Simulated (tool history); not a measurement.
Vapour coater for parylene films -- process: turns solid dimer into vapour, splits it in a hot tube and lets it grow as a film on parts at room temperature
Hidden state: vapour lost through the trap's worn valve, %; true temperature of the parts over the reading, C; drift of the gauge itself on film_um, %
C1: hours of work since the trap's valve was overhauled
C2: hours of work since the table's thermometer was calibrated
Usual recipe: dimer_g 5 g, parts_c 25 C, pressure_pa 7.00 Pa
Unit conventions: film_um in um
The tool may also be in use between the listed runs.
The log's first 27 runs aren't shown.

Run 28, hour 473.0: usual settings but dimer_g 3 g; C1 80; C2 308. Result: film_um 0.90 um.
Run 29, hour 498.7: usual settings but dimer_g 2 g, pressure_pa 4.12 Pa; C1 93; C2 321. Result: film_um 0.62 um.
Run 30, hour 516.1: usual settings but dimer_g 2 g, parts_c 18 C, pressure_pa 4.12 Pa; C1 102; C2 330. Result: film_um 0.80 um.
Run 31, hour 537.7: usual settings but dimer_g 3 g, parts_c 28 C, pressure_pa 4.12 Pa; C1 113; C2 341. Result: film_um 0.80 um.
Run 32, hour 554.8: usual settings but dimer_g 3 g, parts_c 28 C, pressure_pa 4.12 Pa; C1 122; C2 350. Result: film_um 0.80 um.
Run 33, hour 568.1: usual settings but dimer_g 3 g, parts_c 28 C, pressure_pa 4.12 Pa; C1 129; C2 357. Result: film_um 0.80 um.
Run 34, hour 592.0: usual settings but dimer_g 8 g, parts_c 26 C; C1 141; C2 369. Result: film_um 2.24 um.
Run 35, hour 614.6: usual settings but parts_c 26 C, pressure_pa 5.42 Pa; C1 152; C2 381. Result: film_um 1.41 um.
Run 36, hour 628.8: usual settings but parts_c 26 C, pressure_pa 5.42 Pa; C1 160; C2 388. Result: film_um 1.41 um.
Run 37, hour 643.4: usual settings but parts_c 17 C; C1 167; C2 395. Result: film_um 1.96 um.
Run 38, hour 668.0: usual settings but dimer_g 3 g, parts_c 17 C; C1 180; C2 408. Result: film_um 1.18 um.
Run 39, hour 681.8: usual settings but pressure_pa 2.71 Pa; C1 187; C2 415. Result: film_um 1.52 um.
Run 40, hour 704.3: usual settings but pressure_pa 2.71 Pa; C1 198; C2 426. Result: film_um 1.55 um.
Run 41, hour 722.0: usual settings but pressure_pa 2.71 Pa; C1 207; C2 435. Result: film_um 1.52 um.
At hour 734.0: trap's valve overhauled.
Run 42, hour 745.8: usual settings but dimer_g 9 g, parts_c 24 C, pressure_pa 2.31 Pa; C1 6; C2 446. Result: film_um 3.08 um.
Run 43, hour 768.1: usual settings but dimer_g 4 g, parts_c 35 C, pressure_pa 6.60 Pa; C1 17; C2 457. Result: film_um 0.82 um.
Run 44, hour 783.1: usual settings but dimer_g 4 g, parts_c 35 C, pressure_pa 6.60 Pa; C1 25; C2 465. Result: film_um 0.81 um.
Run 45, hour 793.9: usual settings but dimer_g 4 g, parts_c 35 C, pressure_pa 6.60 Pa; C1 31; C2 470. Result: film_um 0.82 um.
Run 46, hour 811.7: usual settings but dimer_g 4 g, parts_c 35 C, pressure_pa 6.60 Pa; C1 40; C2 479. Result: film_um 0.80 um.
Run 47, hour 824.8: usual settings but dimer_g 8 g, parts_c 34 C, pressure_pa 6.60 Pa; C1 46; C2 486. Result: film_um 1.67 um.

3 options for the next run, each taken on its own from the tool as it stands now. Forecast them:
Run A, hour 850.2: usual settings but dimer_g 4 g, pressure_pa 2.34 Pa; C1 59; C2 499. Result: film_um ?.
Run B, hour 850.2: usual settings but pressure_pa 8.09 Pa; C1 59; C2 499. Result: film_um ?.
Run C, hour 850.2: usual settings; C1 59; C2 499. Result: film_um ?.

run  film_um
  A     1.28
  B     1.49
  C     1.49
Without the tool's hidden state the same runs would have given:
run  film_um
  A     1.32
  B     1.53
  C     1.54
